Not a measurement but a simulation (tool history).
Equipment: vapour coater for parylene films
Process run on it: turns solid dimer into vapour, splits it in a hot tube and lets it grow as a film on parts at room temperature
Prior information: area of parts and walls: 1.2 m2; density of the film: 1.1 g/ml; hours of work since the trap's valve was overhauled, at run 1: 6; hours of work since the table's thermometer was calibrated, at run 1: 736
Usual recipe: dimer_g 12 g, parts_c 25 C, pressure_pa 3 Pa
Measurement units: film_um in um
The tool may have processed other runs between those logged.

| run | hour | dimer_g | parts_c | pressure_pa | hours of work since the trap's valve was overhauled | hours of work since the table's thermometer was calibrated | film_um |
|---|---|---|---|---|---|---|---|
| 1 | 0 | 12 | 25 | 3 | 6 | 736 | 6.42 |
| 2 | 67 | 12 | 25 | 3 | 50 | 780 | 6.35 |
| 3 | 119.4 | 12 | 25 | 3 | 86 | 815 | 6.32 |
| 4 | 164.6 | 12 | 25 | 3 | 116 | 846 | 6.3 |
| 5 | 200.5 | 12 | 25 | 3 | 140 | 870 | 6.32 |
| 6 | 266.9 | 12 | 25 | 3 | 184 | 914 | 6.2 |
| 7 | 311.7 | 8 | 25 | 3 | 214 | 944 | 4.17 |
|  | 319.2 | table's thermometer calibrated |
| 8 | 349.3 | 8 | 25 | 3 | 239 | 20 | 4.16 |
| 9 | 414.9 | 8 | 25 | 3 | 283 | 64 | 4.08 |
| 10 | 470.8 | 8 | 25 | 3 | 320 | 101 | 3.99 |
| 11 | 529.2 | 8 | 25 | 3 | 359 | 140 | 3.95 |
| 12 | 605.3 | 8 | 25 | 3 | 410 | 191 | 4.01 |
| 13 | 668.9 | 8 | 25 | 3 | 452 | 234 | 3.98 |
|  | 683 | table's thermometer calibrated, once more |
| 14 | 705.6 | 8 | 25 | 3 | 476 | 15 | 4.23 |
| 15 | 765.9 | 15 | 25 | 9.56 | 517 | 55 | 6.9 |
| 16 | 811.2 | 8 | 25 | 2.13 | 547 | 86 | 4.41 |
| 17 | 865.4 | 7 | 25 | 5.5 | 583 | 122 | 3.42 |
|  | 887.8 | trap's valve overhauled |
| 18 | 945.2 | 7 | 25 | 5.5 | 38 | 173 | 3.56 |
| 19 | 1011.4 | 8 | 27 | 5.5 | 83 | 217 | 3.76 |
| 20 | 1042.7 | 10 | 29 | 5.5 | 104 | 238 | 4.16 |
| 21 | 1114 | 5 | 27 | 10.87 | 151 | 286 | 2.13 |
| 22 | 1175.7 | 5 | 27 | 10.87 | 193 | 327 | 2.07 |
| 23 | 1214.7 | 20 | 25 | 3 | 219 | 353 | 10.68 |
| 24 | 1247.1 | 20 | 25 | 3 | 240 | 375 | 10.74 |

Table of differences, measured result less the result of that run with no hidden state. Run-to-run variation is the same in both. Gauge scatter possibly is not:
Unlogged tool condition in this case: vapour lost through the trap's worn valve, %; true temperature of the parts over the reading, C; drift of the gauge itself on film_um, %.
| run | film_um |
|---|---|
| 1 | -0.25 |
| 2 | -0.29 |
| 3 | -0.32 |
| 4 | -0.34 |
| 5 | -0.37 |
| 6 | -0.4 |
| 7 | -0.29 |
| 8 | -0.37 |
| 9 | -0.38 |
| 10 | -0.39 |
| 11 | -0.42 |
| 12 | -0.45 |
| 13 | -0.47 |
| 14 | -0.21 |
| 15 | -0.38 |
| 16 | -0.26 |
| 17 | -0.22 |
| 18 | -0.04 |
| 19 | -0.07 |
| 20 | -0.09 |
| 21 | -0.06 |
| 22 | -0.07 |
| 23 | -0.4 |
| 24 | -0.44 |
